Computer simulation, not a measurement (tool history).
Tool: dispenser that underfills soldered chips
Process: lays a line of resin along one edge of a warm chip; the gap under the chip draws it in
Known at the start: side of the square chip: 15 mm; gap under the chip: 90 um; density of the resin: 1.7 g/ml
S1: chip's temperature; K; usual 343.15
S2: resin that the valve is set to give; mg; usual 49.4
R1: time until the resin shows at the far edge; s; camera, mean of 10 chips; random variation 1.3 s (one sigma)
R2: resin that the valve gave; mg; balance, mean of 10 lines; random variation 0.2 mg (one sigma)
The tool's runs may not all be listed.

{"run": 1, "day": 0.0, "S1": 343.15, "S2": 49.4, "R1": 146.7, "R2": 46.47}
{"run": 2, "day": 0.338, "S1": 343.15, "S2": 49.4, "R1": 178.4, "R2": 46.35}
{"day": 0.496, "done": "new syringe of resin"}
{"run": 3, "day": 0.658, "S1": 328.15, "S2": 49.4, "R1": 281.9, "R2": 46.14}
{"day": 0.988, "done": "dispensing valve cleaned and set on the balance"}
{"day": 1.208, "done": "new syringe of resin"}
{"run": 4, "day": 1.242, "S1": 343.15, "S2": 49.4, "R1": 130.5, "R2": 49.17}
{"day": 1.867, "done": "new syringe of resin"}
{"run": 5, "day": 1.9, "S1": 343.15, "S2": 49.4, "R1": 128.5, "R2": 48.64}
{"day": 2.517, "done": "new syringe of resin"}
{"run": 6, "day": 2.55, "S1": 337.15, "S2": 49.4, "R1": 166.0, "R2": 48.76}
{"run": 7, "day": 3.067, "S1": 337.15, "S2": 49.4, "R1": 222.3, "R2": 48.58}
{"day": 3.167, "done": "new syringe of resin"}
{"run": 8, "day": 3.467, "S1": 343.15, "S2": 49.4, "R1": 154.7, "R2": 48.53}
{"day": 3.833, "done": "new syringe of resin"}
{"run": 9, "day": 4.104, "S1": 343.15, "S2": 49.4, "R1": 150.3, "R2": 48.49}
{"day": 4.467, "done": "new syringe of resin"}
{"run": 10, "day": 4.467, "S1": 355.15, "S2": 49.4, "R1": 78.1, "R2": 48.18}
{"run": 11, "day": 4.921, "S1": 355.15, "S2": 49.4, "R1": 102.1, "R2": 48.1}
{"day": 5.121, "done": "new syringe of resin"}
{"run": 12, "day": 5.521, "S1": 343.15, "S2": 49.4, "R1": 161.9, "R2": 48.16}
{"day": 5.779, "done": "new syringe of resin"}
{"run": 13, "day": 5.858, "S1": 343.15, "S2": 49.4, "R1": 134.7, "R2": 47.8}
{"day": 6.433, "done": "new syringe of resin"}
{"run": 14, "day": 6.517, "S1": 343.15, "S2": 49.4, "R1": 137.4, "R2": 47.52}
{"day": 7.067, "done": "new syringe of resin"}
{"run": 15, "day": 7.175, "S1": 343.15, "S2": 49.4, "R1": 138.2, "R2": 47.46}
{"run": 16, "day": 7.629, "S1": 343.15, "S2": 49.4, "R1": 177.8, "R2": 46.89}
{"day": 7.721, "done": "new syringe of resin"}
{"run": 17, "day": 8.071, "S1": 343.15, "S2": 49.4, "R1": 153.8, "R2": 47.17}
{"day": 8.408, "done": "new syringe of resin"}
{"run": 18, "day": 8.708, "S1": 343.15, "S2": 63.9, "R1": 148.9, "R2": 60.14}
{"day": 9.067, "done": "new syringe of resin"}
{"run": 19, "day": 9.167, "S1": 343.15, "S2": 49.4, "R1": 138.7, "R2": 46.64}
{"day": 9.729, "done": "new syringe of resin"}
{"day": 9.771, "done": "dispensing valve cleaned and set on the balance"}
{"run": 20, "day": 9.875, "S1": 343.15, "S2": 49.4, "R1": 135.8, "R2": 49.49}
{"run": 21, "day": 10.192, "S1": 329.15, "S2": 46.2, "R1": 316.0, "R2": 45.87}
{"day": 10.458, "done": "new syringe of resin"}
{"run": 22, "day": 10.475, "S1": 354.15, "S2": 51.3, "R1": 79.9, "R2": 50.81}
{"run": 23, "day": 10.804, "S1": 334.15, "S2": 63.9, "R1": 223.9, "R2": 62.81}
{"day": 11.1, "done": "new syringe of resin"}
{"run": 24, "day": 11.404, "S1": 334.15, "S2": 63.9, "R1": 222.4, "R2": 62.95}
{"day": 11.75, "done": "new syringe of resin"}
{"run": 25, "day": 11.75, "S1": 330.15, "S2": 62.0, "R1": 214.9, "R2": 60.7}
{"run": 26, "day": 12.154, "S1": 343.15, "S2": 43.9, "R1": 162.5, "R2": 42.84}
{"day": 12.417, "done": "new syringe of resin"}
{"run": 27, "day": 12.717, "S1": 343.15, "S2": 43.9, "R1": 158.2, "R2": 42.85}
{"day": 13.058, "done": "new syringe of resin"}
{"run": 28, "day": 13.325, "S1": 343.15, "S2": 43.9, "R1": 155.1, "R2": 42.23}
{"day": 13.404, "done": "stage's temperature calibrated"}
{"day": 13.758, "done": "new syringe of resin"}
{"run": 29, "day": 13.979, "S1": 352.15, "S2": 49.4, "R1": 101.7, "R2": 48.11}
{"day": 14.4, "done": "new syringe of resin"}
{"run": 30, "day": 14.529, "S1": 356.15, "S2": 50.8, "R1": 82.7, "R2": 48.97}
{"day": 15.038, "done": "new syringe of resin"}
{"run": 31, "day": 15.05, "S1": 349.15, "S2": 55.1, "R1": 99.0, "R2": 53.11}
{"run": 32, "day": 15.575, "S1": 349.15, "S2": 55.1, "R1": 134.0, "R2": 53.01}
{"day": 15.688, "done": "new syringe of resin"}
{"run": 33, "day": 15.971, "S1": 349.15, "S2": 55.1, "R1": 118.2, "R2": 52.76}
{"day": 16.346, "done": "new syringe of resin"}
{"run": 34, "day": 16.383, "S1": 353.15, "S2": 62.7, "R1": 83.3, "R2": 59.31}

Forecast each of these 3 alternatives for the next run:
{"day": 17.004, "done": "new syringe of resin"}
{"run": "A", "day": 17.05, "S1": 338.15, "S2": 46.0, "R1": "?", "R2": "?"}
{"day": 17.004, "done": "new syringe of resin"}
{"run": "B", "day": 17.05, "S1": 339.15, "S2": 49.4, "R1": "?", "R2": "?"}
{"day": 17.004, "done": "new syringe of resin"}
{"run": "C", "day": 17.05, "S1": 345.15, "S2": 49.4, "R1": "?", "R2": "?"}

run=A R1=173.8 R2=43.65
run=B R1=163.3 R2=46.69
run=C R1=125.8 R2=46.40
Without the tool's hidden state the same runs would have given:
run=A R1=164.7 R2=46.19
run=B R1=155.3 R2=49.42
run=C R1=119.7 R2=49.11
